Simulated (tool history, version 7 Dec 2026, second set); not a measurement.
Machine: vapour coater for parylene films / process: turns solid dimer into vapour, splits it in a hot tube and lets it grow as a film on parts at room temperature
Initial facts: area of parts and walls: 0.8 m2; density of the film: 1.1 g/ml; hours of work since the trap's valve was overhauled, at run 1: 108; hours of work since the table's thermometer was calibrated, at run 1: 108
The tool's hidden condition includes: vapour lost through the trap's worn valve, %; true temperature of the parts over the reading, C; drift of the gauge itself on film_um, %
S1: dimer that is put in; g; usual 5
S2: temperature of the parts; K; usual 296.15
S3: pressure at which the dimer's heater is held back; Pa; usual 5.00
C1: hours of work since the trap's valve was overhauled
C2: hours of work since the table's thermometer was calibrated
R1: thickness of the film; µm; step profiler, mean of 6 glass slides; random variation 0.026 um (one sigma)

| run | hour | S1 | S2 | S3 | C1 | C2 | R1 |
|---|---|---|---|---|---|---|---|
| 1 | 0.0 | 5 | 296.15 | 5.00 | 108 | 108 | 4.40 |
| 2 | 42.1 | 5 | 296.15 | 4.73 | 127 | 127 | 4.30 |
| 3 | 65.7 | 4 | 296.15 | 4.73 | 137 | 137 | 3.50 |
| 4 | 106.2 | 4 | 296.15 | 4.73 | 155 | 155 | 3.44 |
| 5 | 160.4 | 4 | 296.15 | 4.73 | 178 | 178 | 3.47 |
| 6 | 187.6 | 4 | 296.15 | 4.73 | 190 | 190 | 3.48 |
| 7 | 213.3 | 5 | 296.15 | 4.73 | 201 | 201 | 4.37 |
| 8 | 249.4 | 5 | 296.15 | 4.73 | 217 | 217 | 4.34 |
| 9 | 275.9 | 5 | 296.15 | 4.73 | 229 | 229 | 4.33 |
| 10 | 299.6 | 6 | 296.15 | 4.73 | 239 | 239 | 5.23 |
| 11 | 351.9 | 6 | 296.15 | 4.73 | 262 | 262 | 5.20 |
| 12 | 405.8 | 6 | 296.15 | 4.73 | 285 | 285 | 5.22 |
| 13 | 449.9 | 6 | 296.15 | 4.73 | 305 | 305 | 5.21 |
| 14 | 500.5 | 6 | 296.15 | 4.73 | 327 | 327 | 5.18 |
| 15 | 547.9 | 6 | 302.15 | 4.73 | 347 | 347 | 3.85 |
| 16 | 595.9 | 5 | 296.15 | 9.10 | 368 | 368 | 4.13 |
| 17 | 637.7 | 5 | 291.15 | 5.00 | 387 | 387 | 5.56 |
| 18 | 660.1 | 5 | 291.15 | 5.00 | 396 | 396 | 5.53 |
| 19 | 683.9 | 5 | 291.15 | 5.00 | 407 | 407 | 5.50 |
| 20 | 715.8 | 5 | 291.15 | 5.00 | 421 | 421 | 5.57 |
| 21 | 744.4 | 5 | 302.15 | 5.00 | 433 | 433 | 3.18 |
| 22 | 769.7 | 5 | 296.15 | 5.00 | 444 | 444 | 4.28 |
| 23 | 814.4 | 5 | 296.15 | 5.00 | 464 | 464 | 4.30 |
| 24 | 862.9 | 5 | 296.15 | 5.00 | 485 | 485 | 4.31 |
| 25 | 918.3 | 5 | 303.15 | 9.56 | 509 | 509 | 2.88 |
| 26 | 974.1 | 5 | 303.15 | 9.56 | 533 | 533 | 2.87 |
| 27 | 1002.8 | 5 | 303.15 | 9.56 | 546 | 546 | 2.95 |
| 28 | 1057.3 | 3 | 290.15 | 9.56 | 570 | 570 | 3.31 |
| 29 | 1103.3 | 3 | 304.15 | 3.60 | 590 | 590 | 1.77 |
|  | 1132.7 | trap's valve overhauled |
| 30 | 1146.0 | 3 | 296.15 | 3.92 | 6 | 606 | 2.59 |
| 31 | 1192.1 | 5 | 293.15 | 3.11 | 26 | 627 | 5.18 |
| 32 | 1235.9 | 5 | 293.15 | 3.11 | 45 | 646 | 5.17 |
| 33 | 1269.2 | 5 | 293.15 | 3.11 | 60 | 660 | 5.14 |
| 34 | 1298.4 | 5 | 293.15 | 3.11 | 72 | 673 | 5.23 |
| 35 | 1352.9 | 9 | 288.15 | 6.82 | 96 | 697 | 10.00 |
| 36 | 1393.1 | 9 | 288.15 | 6.82 | 114 | 714 | 9.90 |
| 37 | 1434.0 | 9 | 288.15 | 6.82 | 131 | 732 | 9.99 |
| 38 | 1465.7 | 4 | 294.15 | 10.57 | 145 | 746 | 3.60 |
| 39 | 1505.2 | 5 | 296.15 | 7.52 | 162 | 763 | 4.18 |
| 40 | 1553.5 | 5 | 296.15 | 7.52 | 184 | 784 | 4.20 |
| 41 | 1599.6 | 4 | 296.15 | 3.95 | 204 | 804 | 3.56 |
| 42 | 1646.3 | 9 | 307.15 | 7.14 | 224 | 825 | 4.42 |
| 43 | 1679.5 | 5 | 291.15 | 11.86 | 238 | 839 | 5.18 |
| 44 | 1717.0 | 3 | 296.15 | 2.08 | 255 | 856 | 2.80 |
| 45 | 1742.8 | 5 | 298.15 | 5.00 | 266 | 867 | 3.91 |
| 46 | 1781.3 | 4 | 298.15 | 5.00 | 283 | 884 | 3.15 |
| 47 | 1813.1 | 4 | 301.15 | 2.61 | 297 | 897 | 2.84 |

Hidden state at the last listed run before each entry between runs and at the first one after, where it differs:
After run 29, before run 30: trap's valve overhauled (hour 1132.7)
  vapour lost through the trap's worn valve, %: 0.5 -> 0.1
